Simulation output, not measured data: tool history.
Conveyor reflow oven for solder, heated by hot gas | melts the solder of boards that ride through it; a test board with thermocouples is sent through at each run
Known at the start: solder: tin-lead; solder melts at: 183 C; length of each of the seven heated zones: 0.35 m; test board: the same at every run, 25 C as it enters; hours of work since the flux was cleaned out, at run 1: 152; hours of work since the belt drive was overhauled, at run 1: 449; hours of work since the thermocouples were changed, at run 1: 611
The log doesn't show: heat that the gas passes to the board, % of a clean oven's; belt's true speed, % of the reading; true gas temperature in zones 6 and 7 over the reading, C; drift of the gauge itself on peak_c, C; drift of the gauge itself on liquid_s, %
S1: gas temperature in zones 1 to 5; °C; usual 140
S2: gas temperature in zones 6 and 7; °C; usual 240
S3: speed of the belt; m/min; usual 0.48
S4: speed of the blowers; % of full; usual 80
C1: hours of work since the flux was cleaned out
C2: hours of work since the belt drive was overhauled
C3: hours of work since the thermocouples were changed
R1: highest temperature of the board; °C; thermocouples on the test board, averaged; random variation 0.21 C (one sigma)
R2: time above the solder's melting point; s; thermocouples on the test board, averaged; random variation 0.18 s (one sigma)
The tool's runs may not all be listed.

run     day   S1   S2     S3  S4   C1   C2   C3     R1    R2
  1       0  140  240   0.48  80  152  449  611  221.5  69.5
  2   0.408  140  240   0.48  80  160  456  618  221.4  69.1
  3    0.95  140  240   0.48  80  170  466  629  221.5  69.3
  4   1.483  140  234   0.48  80  180  476  638  216.5  65.4
  5   2.062  140  234   0.48  64  190  487  649  213.7  61.8
  6   2.567  140  234   0.48  64  200  496  658  213.4  61.9
  7   3.279  140  234   0.48  64  213  509  672  213.5  61.9
  8   3.642  140  245   0.48  80  220  516  678  225.6  72.4
  9   4.412  140  245   0.48  80  234  530  693  225.5  72.4
 10   4.758  140  240   0.46  80  240  537  699  222.9  73.6
 11   5.496  140  240  0.427  80  254  550  713    225  81.7
 12   6.254  140  240   0.48  80  268  564  727  221.2  69.2
 13   6.962  140  240   0.48  80  281  577  740  221.8  69.4
 14   7.717  139  240   0.48  80  295  591  754  221.6  68.8
 15   8.371  140  240   0.48  79  307  604  766  221.2    69
 16   8.796  140  240   0.48  79  315  611  774  221.2  69.5
 17   9.167  129  235  0.573  72  322  618  781  206.4  40.3
 18   9.671  125  240  0.444  59  331  628  790  217.5  64.7
 19  10.142  125  240  0.444  59  340  636  799  217.2  64.7
 20    10.9  125  240  0.444  59  354  650  813  217.1  64.7
 21  11.375  147  240  0.444  59  363  659  821  221.6  78.3
 22  11.767  147  240  0.521  59  370  666  829  216.1  61.5
 23  12.317  130  253  0.385  67  380  676  839  236.4  95.1
 24  12.754  140  232   0.48  65  388  685  847    212  60.4
 25  13.242  142  241  0.415  76  397  694  856  226.8  86.4
 26  13.992  140  240  0.439  80  411  707  870  224.3  78.4
     14.246  -- flux residue cleaned out of gas plates and filters
 27  14.608  140  240  0.413  65    7  715  877  223.9  82.9
 28  15.329  147  240  0.413  63   20  728  891  225.2  87.4
 29  15.683  140  245   0.48  65   27  735  897  222.9    70
 30  16.417  139  247  0.427  71   40  749  911  229.8  84.3

Hidden state at the last listed run before each entry between runs and at the first one after, where it differs:
Between runs 26 and 27: flux residue cleaned out of gas plates and filters (day 14.246)
  heat that the gas passes to the board, % of a clean oven's: 99.8 -> 100
